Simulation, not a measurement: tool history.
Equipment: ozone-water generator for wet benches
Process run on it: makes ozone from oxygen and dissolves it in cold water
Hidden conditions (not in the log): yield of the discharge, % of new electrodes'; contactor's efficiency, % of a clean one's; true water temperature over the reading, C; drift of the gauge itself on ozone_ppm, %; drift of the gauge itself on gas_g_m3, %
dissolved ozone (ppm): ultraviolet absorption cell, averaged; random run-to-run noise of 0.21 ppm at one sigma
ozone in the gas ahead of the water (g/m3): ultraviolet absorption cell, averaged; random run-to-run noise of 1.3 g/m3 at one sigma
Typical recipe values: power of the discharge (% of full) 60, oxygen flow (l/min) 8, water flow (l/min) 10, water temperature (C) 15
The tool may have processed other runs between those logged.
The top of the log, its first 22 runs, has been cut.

run	day	power of the discharge (% of full)	oxygen flow (l/min)	water flow (l/min)	water temperature (C)	hours of work since the electrodes were changed	hours of work since the contactor was cleaned	hours of work since the thermometer was calibrated	dissolved ozone (ppm)	ozone in the gas ahead of the water (g/m3)
23	36.058	98	6.76	10	14	1542	3401	5058	43.2	355.9
24	37.338	98	6.76	10	14	1562	3422	5079	43.7	357.7
25	39.212	98	6.76	10	14	1593	3452	5109	43.1	358.1
26	41.125	60	5.52	10	15	1624	3483	5140	30.9	276.9
27	42.638	93	5.52	10	19	1648	3508	5165	39.2	382.5
# day 43.208: contactor cleaned
28	45.104	93	5.52	7	19	1686	31	5202	52.8	384.9
29	46.3	93	5.52	7	19	1705	50	5221	53.1	385.4
30	48.667	93	5.52	7	19	1743	88	5260	51.9	382.7
31	50.133	55	10.76	14	15	1767	112	5283	20.8	179
32	51.65	55	10.76	8	7	1792	137	5308	36	180.2

Below are 4 alternative next runs, each starting from the tool's condition after run 32. Predict each:
# day 53.388: water thermometer calibrated
A	53.608	60	8.33	10	9	1823	168	4	?	?
# day 53.388: water thermometer calibrated
B	53.608	42	5.01	8	7	1823	168	4	?	?
# day 53.388: water thermometer calibrated
C	53.608	43	8	10	21	1823	168	4	?	?
# day 53.388: water thermometer calibrated
D	53.608	42	10.76	8	7	1823	168	4	?	?

run	dissolved ozone (ppm)	ozone in the gas ahead of the water (g/m3)
A	34.7	219.1
B	35.3	224.4
C	20.8	177.2
D	29.9	147.5
With the hidden condition removed and each run's random variation left untouched, the same runs would have given:
run	dissolved ozone (ppm)	ozone in the gas ahead of the water (g/m3)
A	35.7	225.1
B	36.1	228.7
C	21.3	180.7
D	30.6	150.4

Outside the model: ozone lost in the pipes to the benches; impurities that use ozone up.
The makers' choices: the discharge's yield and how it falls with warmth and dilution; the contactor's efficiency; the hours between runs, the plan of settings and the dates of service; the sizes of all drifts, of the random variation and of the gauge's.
